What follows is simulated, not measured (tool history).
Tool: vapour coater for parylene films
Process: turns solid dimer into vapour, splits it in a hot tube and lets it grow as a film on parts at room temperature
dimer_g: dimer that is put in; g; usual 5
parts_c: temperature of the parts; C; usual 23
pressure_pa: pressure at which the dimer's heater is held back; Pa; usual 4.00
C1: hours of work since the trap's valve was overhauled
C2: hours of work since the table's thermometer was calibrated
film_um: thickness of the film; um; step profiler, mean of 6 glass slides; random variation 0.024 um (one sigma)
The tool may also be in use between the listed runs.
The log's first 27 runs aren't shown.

Run 28, hour 1426.6: usual settings but dimer_g 3 g, parts_c 29 C, pressure_pa 6.19 Pa; C1 388; C2 406. Result: film_um 0.75 um.
Run 29, hour 1475.0: usual settings but dimer_g 4 g, parts_c 29 C, pressure_pa 2.82 Pa; C1 413; C2 432. Result: film_um 1.13 um.
Run 30, hour 1531.9: usual settings but dimer_g 3 g, parts_c 29 C, pressure_pa 2.82 Pa; C1 443; C2 462. Result: film_um 0.87 um.
Run 31, hour 1604.5: usual settings but parts_c 16 C, pressure_pa 7.45 Pa; C1 482; C2 500. Result: film_um 2.15 um.
At hour 1642.3: trap's valve overhauled.
Run 32, hour 1648.3: usual settings but parts_c 16 C, pressure_pa 7.45 Pa; C1 3; C2 521. Result: film_um 2.21 um.
Run 33, hour 1719.0: usual settings but parts_c 19 C, pressure_pa 7.45 Pa; C1 40; C2 558. Result: film_um 1.92 um.
Run 34, hour 1779.1: usual settings but dimer_g 6 g, parts_c 16 C, pressure_pa 5.90 Pa; C1 72; C2 590. Result: film_um 2.65 um.
Run 35, hour 1833.6: usual settings but dimer_g 4 g, parts_c 19 C, pressure_pa 2.04 Pa; C1 101; C2 619. Result: film_um 1.86 um.

3 ways to go on from here, each from the tool as it stands after run 35. What would each give?
Run A, hour 1905.4: usual settings but dimer_g 4 g, parts_c 17 C, pressure_pa 11.91 Pa; C1 138; C2 656. Result: film_um ?.
Run B, hour 1905.4: usual settings but parts_c 24 C, pressure_pa 11.87 Pa; C1 138; C2 656. Result: film_um ?.
Run C, hour 1905.4: usual settings but dimer_g 3 g, parts_c 17 C, pressure_pa 7.00 Pa; C1 138; C2 656. Result: film_um ?.

run  film_um
  A     1.55
  B     1.46
  C     1.29
Without the tool's hidden state the same runs would have given:
run  film_um
  A     1.56
  B     1.47
  C     1.29
